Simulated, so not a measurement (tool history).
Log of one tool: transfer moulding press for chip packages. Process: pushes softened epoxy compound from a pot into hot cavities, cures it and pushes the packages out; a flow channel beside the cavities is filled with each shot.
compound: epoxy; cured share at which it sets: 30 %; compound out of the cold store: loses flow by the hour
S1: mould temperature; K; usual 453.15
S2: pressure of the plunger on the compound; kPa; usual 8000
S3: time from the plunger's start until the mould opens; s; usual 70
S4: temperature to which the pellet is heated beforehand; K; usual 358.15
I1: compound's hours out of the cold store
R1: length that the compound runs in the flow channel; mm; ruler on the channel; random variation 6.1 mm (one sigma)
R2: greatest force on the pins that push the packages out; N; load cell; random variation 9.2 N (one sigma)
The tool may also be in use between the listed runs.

run	hour	S1	S2	S3	S4	I1	R1	R2
1	0.0	453.15	8000	70	358.15	41.4	791	547
# hour 6.7: cavities cleaned with cleaning compound and waxed
2	10.5	453.15	8000	70	358.15	12.6	915	716
3	20.2	453.15	8000	70	358.15	11.7	922	731
4	33.8	453.15	8000	70	358.15	9.2	914	753
# hour 39.2: cavities cleaned with cleaning compound and waxed
5	46.6	453.15	8000	70	358.15	46.4	768	460
6	58.5	453.15	8000	70	358.15	46.2	763	497
7	67.0	453.15	8000	70	358.15	19.4	878	571
# hour 71.0: cavities cleaned with cleaning compound and waxed
8	82.7	453.15	8000	70	358.15	14.4	889	487
9	96.2	453.15	6310	70	358.15	44.4	693	548
# hour 99.7: cavities cleaned with cleaning compound and waxed, once more
10	113.6	453.15	8000	70	358.15	21.5	862	514
11	122.8	453.15	8000	70	358.15	11.4	895	563
# hour 131.4: cavities cleaned with cleaning compound and waxed
12	135.5	453.15	8000	70	358.15	12.5	885	475
13	148.1	453.15	8000	70	350.15	12.3	887	589
# hour 163.0: cavities cleaned with cleaning compound and waxed
14	164.6	453.15	8000	90	350.15	39.2	779	336
15	178.6	453.15	6820	88	350.15	11.4	823	401
16	185.6	453.15	8000	62	358.15	18.3	853	763
# hour 194.7: cavities cleaned with cleaning compound and waxed
17	197.6	455.15	8000	59	368.15	32.5	791	520
18	213.2	455.15	8000	59	368.15	11.5	883	720
19	223.9	448.15	6860	59	368.15	10.0	815	1265
# hour 226.9: cavities cleaned with cleaning compound and waxed
20	234.0	452.15	9370	99	361.15	40.2	825	342
21	248.5	452.15	9370	101	366.15	11.0	940	401
22	256.7	452.15	9370	101	366.15	29.2	864	410
# hour 259.1: cavities cleaned with cleaning compound and waxed
23	267.2	446.15	8000	70	358.15	17.7	850	748
24	276.5	446.15	6210	74	350.15	18.3	747	721
# hour 291.7: cavities cleaned with cleaning compound and waxed
25	292.7	458.15	8640	74	349.15	34.5	807	316
26	299.5	458.15	8640	74	349.15	35.0	793	370
27	306.9	453.15	7130	70	352.15	45.6	691	521
28	318.3	453.15	7130	70	352.15	23.0	767	583

Forecast each of these 4 alternatives for the next run:
# hour 324.1: cavities cleaned with cleaning compound and waxed
A	329.1	453.15	7130	70	363.15	10.4	?	?
# hour 324.1: cavities cleaned with cleaning compound and waxed
B	329.1	447.15	7870	70	351.15	44.9	?	?
# hour 324.1: cavities cleaned with cleaning compound and waxed
C	329.1	456.15	7130	59	349.15	48.0	?	?
# hour 324.1: cavities cleaned with cleaning compound and waxed
D	329.1	453.15	9750	70	358.15	8.7	?	?

run	R1	R2
A	807	455
B	726	638
C	672	542
D	950	470
Without the tool's hidden state the same runs would have given:
run	R1	R2
A	879	401
B	791	563
C	733	477
D	1035	415
